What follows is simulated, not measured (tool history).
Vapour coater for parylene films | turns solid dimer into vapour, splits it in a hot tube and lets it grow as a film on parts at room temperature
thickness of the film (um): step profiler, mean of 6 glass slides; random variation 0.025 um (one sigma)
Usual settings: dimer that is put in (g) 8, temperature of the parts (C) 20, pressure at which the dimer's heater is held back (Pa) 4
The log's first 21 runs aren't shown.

| run | hour | dimer that is put in (g) | temperature of the parts (C) | pressure at which the dimer's heater is held back (Pa) | thickness of the film (um) |
|---|---|---|---|---|---|
| 22 | 474.2 | 8 | 30 | 3.13 | 2.12 |
| 23 | 495.9 | 3 | 15 | 9.26 | 1.11 |
| 24 | 511.8 | 3 | 15 | 9.26 | 1.11 |
| 25 | 537.9 | 8 | 15 | 9.34 | 3.04 |
| 26 | 571.5 | 8 | 15 | 9.34 | 3.03 |
| 27 | 606.9 | 8 | 15 | 4.48 | 3.39 |
| 28 | 642.3 | 5 | 15 | 4 | 2.17 |
| 29 | 665.1 | 13 | 18 | 2.2 | 5.66 |
| 30 | 686.2 | 9 | 25 | 7.38 | 2.48 |
| 31 | 706.5 | 9 | 12 | 3.34 | 4.02 |
| 32 | 738.6 | 9 | 12 | 3.34 | 3.96 |
| 33 | 769.7 | 7 | 28 | 4.23 | 1.91 |
| 34 | 785.1 | 7 | 28 | 6.39 | 1.75 |

Forecast each of these 3 alternatives for the next run:
|  | 823.2 | trap's valve overhauled |
| A | 823.2 | 4 | 18 | 6.39 | ? |
|  | 823.2 | trap's valve overhauled |
| B | 823.2 | 7 | 15 | 4 | ? |
|  | 823.2 | trap's valve overhauled |
| C | 823.2 | 13 | 12 | 6.39 | ? |

| run | thickness of the film (um) |
|---|---|
| A | 1.42 |
| B | 3.04 |
| C | 5.72 |
Without the tool's hidden state the same runs would have given:
| run | thickness of the film (um) |
|---|---|
| A | 1.41 |
| B | 3.04 |
| C | 5.72 |
